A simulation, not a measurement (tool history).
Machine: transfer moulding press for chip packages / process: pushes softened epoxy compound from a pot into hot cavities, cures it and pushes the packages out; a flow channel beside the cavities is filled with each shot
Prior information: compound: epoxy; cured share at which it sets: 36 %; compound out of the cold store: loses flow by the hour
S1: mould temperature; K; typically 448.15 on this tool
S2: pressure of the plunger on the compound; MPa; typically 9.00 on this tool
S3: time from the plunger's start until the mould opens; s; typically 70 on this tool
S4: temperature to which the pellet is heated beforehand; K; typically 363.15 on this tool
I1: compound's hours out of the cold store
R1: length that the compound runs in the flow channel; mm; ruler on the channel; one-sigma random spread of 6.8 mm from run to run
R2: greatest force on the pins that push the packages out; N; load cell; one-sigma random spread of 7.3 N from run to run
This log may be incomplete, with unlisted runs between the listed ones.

| run | hour | S1 | S2 | S3 | S4 | I1 | R1 | R2 |
|---|---|---|---|---|---|---|---|---|
| 1 | 0.0 | 448.15 | 9.00 | 70 | 363.15 | 19.8 | 831 | 351 |
| 2 | 37.3 | 448.15 | 9.00 | 70 | 363.15 | 44.5 | 712 | 463 |
|  | 59.4 | cavities cleaned with cleaning compound and waxed |
|  | 119.9 | cavities cleaned with cleaning compound and waxed |
| 3 | 119.9 | 448.15 | 9.00 | 70 | 363.15 | 18.9 | 791 | 340 |
|  | 128.0 | plunger's sealing rings changed |
| 4 | 178.1 | 448.15 | 9.00 | 62 | 363.15 | 17.0 | 853 | 661 |
|  | 183.8 | cavities cleaned with cleaning compound and waxed |
| 5 | 231.2 | 448.15 | 9.00 | 62 | 363.15 | 39.3 | 748 | 583 |
|  | 242.5 | cavities cleaned with cleaning compound and waxed |
| 6 | 298.2 | 448.15 | 9.00 | 62 | 363.15 | 40.6 | 728 | 611 |
|  | 305.6 | cavities cleaned with cleaning compound and waxed |
| 7 | 339.0 | 448.15 | 9.00 | 62 | 363.15 | 28.4 | 777 | 566 |
|  | 365.2 | cavities cleaned with cleaning compound and waxed |
| 8 | 410.9 | 448.15 | 9.00 | 85 | 363.15 | 10.8 | 821 | 390 |
|  | 418.4 | plunger's sealing rings changed |
|  | 426.4 | cavities cleaned with cleaning compound and waxed |
| 9 | 458.2 | 444.15 | 9.00 | 85 | 363.15 | 8.3 | 906 | 416 |
|  | 491.5 | cavities cleaned with cleaning compound and waxed |
| 10 | 518.1 | 444.15 | 10.56 | 85 | 363.15 | 19.3 | 906 | 413 |
|  | 552.6 | cavities cleaned with cleaning compound and waxed |
| 11 | 604.9 | 449.15 | 7.71 | 85 | 363.15 | 45.8 | 656 | 387 |
|  | 612.8 | cavities cleaned with cleaning compound and waxed |
|  | 673.9 | cavities cleaned with cleaning compound and waxed |
| 12 | 693.4 | 454.15 | 9.00 | 70 | 363.15 | 20.6 | 762 | 334 |
|  | 708.0 | plunger's sealing rings changed |
|  | 738.8 | cavities cleaned with cleaning compound and waxed |
| 13 | 753.9 | 448.15 | 9.00 | 65 | 356.15 | 24.3 | 813 | 467 |
|  | 799.9 | cavities cleaned with cleaning compound and waxed |
| 14 | 831.0 | 446.15 | 8.12 | 70 | 361.15 | 46.5 | 684 | 432 |
|  | 859.8 | cavities cleaned with cleaning compound and waxed |
| 15 | 872.4 | 446.15 | 8.12 | 70 | 361.15 | 37.1 | 720 | 394 |
|  | 878.1 | mould's thermocouples calibrated |
|  | 922.5 | cavities cleaned with cleaning compound and waxed |
| 16 | 950.7 | 445.15 | 8.12 | 101 | 361.15 | 44.9 | 671 | 368 |
|  | 986.9 | cavities cleaned with cleaning compound and waxed |
|  | 1003.0 | plunger's sealing rings changed |
| 17 | 1016.8 | 445.15 | 8.12 | 101 | 361.15 | 42.6 | 713 | 350 |
|  | 1050.7 | cavities cleaned with cleaning compound and waxed |
| 18 | 1089.7 | 450.15 | 9.00 | 70 | 365.15 | 33.9 | 763 | 435 |
|  | 1110.8 | cavities cleaned with cleaning compound and waxed |
| 19 | 1156.8 | 449.15 | 9.00 | 68 | 363.15 | 11.7 | 860 | 509 |
|  | 1169.5 | cavities cleaned with cleaning compound and waxed |
|  | 1228.6 | cavities cleaned with cleaning compound and waxed |
| 20 | 1236.9 | 449.15 | 9.00 | 68 | 363.15 | 10.1 | 857 | 373 |

3 options for the next run, each taken on its own from the tool as it stands now. Forecast them:
| A | 1278.5 | 444.15 | 9.00 | 101 | 369.15 | 11.8 | ? | ? |
| B | 1278.5 | 449.15 | 9.03 | 89 | 363.15 | 9.0 | ? | ? |
| C | 1278.5 | 449.15 | 8.30 | 74 | 363.15 | 31.6 | ? | ? |

| run | R1 | R2 |
|---|---|---|
| A | 843 | 393 |
| B | 853 | 388 |
| C | 715 | 431 |
The same runs, with their run-to-run variation unchanged, on a tool lacking any hidden condition would have given:
| run | R1 | R2 |
|---|---|---|
| A | 903 | 246 |
| B | 914 | 244 |
| C | 766 | 273 |
